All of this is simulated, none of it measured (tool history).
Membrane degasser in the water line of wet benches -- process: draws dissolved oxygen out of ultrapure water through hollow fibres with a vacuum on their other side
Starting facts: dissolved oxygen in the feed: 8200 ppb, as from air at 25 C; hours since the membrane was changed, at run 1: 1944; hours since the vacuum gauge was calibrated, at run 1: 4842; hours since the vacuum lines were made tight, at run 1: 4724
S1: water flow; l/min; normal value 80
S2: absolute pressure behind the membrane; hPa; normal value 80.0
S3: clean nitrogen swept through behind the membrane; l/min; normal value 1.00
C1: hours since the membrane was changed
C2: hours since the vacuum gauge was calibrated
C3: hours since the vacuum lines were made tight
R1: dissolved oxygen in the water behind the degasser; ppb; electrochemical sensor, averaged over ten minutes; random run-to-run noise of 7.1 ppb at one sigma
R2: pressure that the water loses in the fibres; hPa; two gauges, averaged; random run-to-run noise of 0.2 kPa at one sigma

| run | hour | S1 | S2 | S3 | C1 | C2 | C3 | R1 | R2 |
|---|---|---|---|---|---|---|---|---|---|
| 1 | 0.0 | 80 | 80.0 | 1.00 | 1944 | 4842 | 4724 | 807.1 | 448.1 |
| 2 | 82.8 | 80 | 80.0 | 1.00 | 2027 | 4925 | 4807 | 805.9 | 453.8 |
| 3 | 141.9 | 80 | 80.0 | 1.00 | 2086 | 4984 | 4866 | 807.0 | 450.3 |
| 4 | 220.7 | 80 | 84.2 | 1.00 | 2165 | 5063 | 4945 | 850.0 | 454.7 |
| 5 | 303.8 | 80 | 84.2 | 1.00 | 2248 | 5146 | 5028 | 860.1 | 453.7 |
| 6 | 389.6 | 80 | 84.2 | 1.00 | 2334 | 5231 | 5114 | 867.4 | 453.7 |
|  | 421.0 | vacuum gauge calibrated |
| 7 | 426.4 | 80 | 80.0 | 1.00 | 2370 | 5 | 5150 | 741.9 | 452.4 |
| 8 | 478.1 | 80 | 80.0 | 1.00 | 2422 | 57 | 5202 | 718.5 | 454.8 |
| 9 | 519.7 | 80 | 80.0 | 1.01 | 2463 | 99 | 5244 | 724.4 | 454.1 |
| 10 | 590.3 | 80 | 80.0 | 2.77 | 2534 | 169 | 5314 | 413.6 | 454.1 |
|  | 665.7 | seals of the vacuum lines changed |
| 11 | 665.7 | 77 | 80.0 | 1.00 | 2607 | 243 | 0 | 724.6 | 440.4 |
| 12 | 736.2 | 77 | 80.0 | 1.00 | 2678 | 313 | 71 | 719.8 | 442.3 |
| 13 | 771.6 | 80 | 80.0 | 1.76 | 2713 | 349 | 106 | 534.2 | 457.6 |
| 14 | 824.8 | 80 | 149.4 | 1.76 | 2766 | 402 | 159 | 1066.8 | 457.3 |
| 15 | 861.3 | 80 | 149.4 | 1.76 | 2803 | 438 | 196 | 1064.4 | 455.5 |
| 16 | 937.1 | 80 | 80.0 | 0.54 | 2879 | 514 | 271 | 1015.1 | 456.6 |
| 17 | 973.5 | 80 | 80.0 | 0.54 | 2915 | 550 | 308 | 991.7 | 457.4 |
| 18 | 1025.1 | 115 | 80.0 | 0.94 | 2967 | 602 | 359 | 1010.9 | 655.8 |
| 19 | 1066.7 | 102 | 162.3 | 0.53 | 3008 | 644 | 401 | 2549.3 | 584.4 |
| 20 | 1153.8 | 76 | 94.7 | 2.87 | 3095 | 731 | 488 | 474.1 | 437.1 |
| 21 | 1204.8 | 76 | 51.1 | 0.79 | 3146 | 782 | 539 | 419.0 | 439.3 |
| 22 | 1292.7 | 102 | 55.8 | 1.87 | 3234 | 870 | 627 | 451.5 | 585.1 |
| 23 | 1331.4 | 93 | 125.1 | 1.96 | 3273 | 908 | 666 | 953.2 | 536.1 |
| 24 | 1377.2 | 93 | 125.1 | 1.96 | 3319 | 954 | 712 | 934.6 | 532.8 |

Forecast run 25:
| 25 | 1460.6 | 99 | 80.0 | 1.00 | 3402 | 1038 | 795 | ? | ? |

{"run 25": {"R1": 884.4, "R2": 570.5}}
Take away the tool's hidden state, keep the run-to-run variation as it was, and the same run would have given R1 826.2 ppb, R2 537.1 hPa.
